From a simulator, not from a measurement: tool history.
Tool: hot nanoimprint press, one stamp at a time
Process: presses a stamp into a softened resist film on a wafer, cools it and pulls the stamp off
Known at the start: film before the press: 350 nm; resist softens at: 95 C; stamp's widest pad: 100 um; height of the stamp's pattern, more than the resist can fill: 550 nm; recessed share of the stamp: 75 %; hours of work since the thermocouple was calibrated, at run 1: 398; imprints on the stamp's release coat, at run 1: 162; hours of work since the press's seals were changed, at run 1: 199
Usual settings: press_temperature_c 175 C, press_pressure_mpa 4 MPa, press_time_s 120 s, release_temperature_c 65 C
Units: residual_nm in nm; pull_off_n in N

run   hour  press_temperature_c  press_pressure_mpa  press_time_s  release_temperature_c  hours of work since the thermocouple was calibrated  imprints on the stamp's release coat  hours of work since the press's seals were changed  residual_nm  pull_off_n
  1      0                  175                   4           120                     65                                                  398                                   162                                                 199        147.5         105
  2   29.4                  175                   4           120                     65                                                  421                                   287                                                 222        147.6         112
  3   59.1                  175                   4           120                     62                                                  443                                   414                                                 244        144.7         119
  4   86.5                  175                   4           120                     62                                                  464                                   531                                                 265        143.7         121
  5    105                  175                   4           120                     65                                                  478                                   610                                                 279        145.6         118
       124  -- plate thermocouple calibrated
  6  128.8                  175                   4           120                     65                                                    4                                   699                                                 295        136.6         116
  7    144                  175                   4           120                     65                                                   15                                   764                                                 306        138.8         119
  8  166.6                  175                   4           120                     65                                                   32                                   860                                                 323        138.4         122
  9    189                  175                   4           120                     65                                                   49                                   956                                                 340        139.8         123
     209.4  -- stamp cleaned and given a new release coat
 10  212.2                  175                   4           120                     65                                                   62                                    12                                                 353        136.8         101
 11  237.7                  175                   4           120                     65                                                   82                                   121                                                 373          138         103
 12  252.9                  175                   4           120                     65                                                   93                                   186                                                 384          139         104
     263.3  -- plate thermocouple calibrated, once more
 13  282.4                  175                   4           120                     65                                                   14                                   299                                                 404        155.2         112
 14  297.3                  175                   4           120                     65                                                   26                                   363                                                 415        155.4         109
 15  318.3                  175                   4           120                     65                                                   42                                   453                                                 431        155.4         117
 16  333.8                  175                   4           120                     65                                                   53                                   519                                                 443        156.2         118
 17  351.1                  175                   4           120                     51                                                   66                                   592                                                 456        153.3         140
 18  378.6                  169                   4           150                     65                                                   87                                   710                                                 477        179.1         121
 19  401.4                  172                6.09           120                     65                                                  105                                   807                                                 494        137.7         124
 20  428.7                  172                6.09           120                     65                                                  125                                   924                                                 515        136.2         130
     455.9  -- stamp cleaned and given a new release coat
 21  461.5                  171                 3.5           120                     73                                                  146                                    24                                                 535        186.5          94
 22  478.4                  164                3.39           120                     70                                                  158                                    96                                                 548          236          99
 23  504.4                  164                3.39           120                     70                                                  178                                   207                                                 568        237.7         104
 24  517.1                  164                3.39           120                     70                                                  188                                   262                                                 577        239.7         103
     532.7  -- press's hydraulic seals changed and the load cell set to zero
 25    539                  175                6.33           138                     66                                                  198                                   321                                                   5        109.7         112
 26  555.4                  175                3.15            67                     66                                                  211                                   391                                                  17        203.8         115
 27  582.8                  175                3.15            67                     66                                                  231                                   508                                                  38        204.5         117
 28  606.1                  180                   4           120                     65                                                  249                                   607                                                  56        123.7         121
 29  625.9                  175                   4           167                     65                                                  264                                   692                                                  71        132.1         122

Forecast each of these 5 alternatives for the next run:
  A  653.8                  175                   4            99                     65                                                  285                                   811                                                  92            ?           ?
  B  653.8                  176                   4           120                     71                                                  285                                   811                                                  92            ?           ?
  C  653.8                  175                   4            61                     56                                                  285                                   811                                                  92            ?           ?
  D  653.8                  171                   4            80                     65                                                  285                                   811                                                  92            ?           ?
  E  653.8                  176                3.71           120                     55                                                  285                                   811                                                  92            ?           ?

run  residual_nm  pull_off_n
  A        157.8         122
  B        142.4         114
  C        185.9         140
  D        192.5         122
  E        148.1         133
Without the tool's hidden state the same runs would have given:
run  residual_nm  pull_off_n
  A        166.6         104
  B        150.5          97
  C        195.4         119
  D        202.6         104
  E        156.5         113
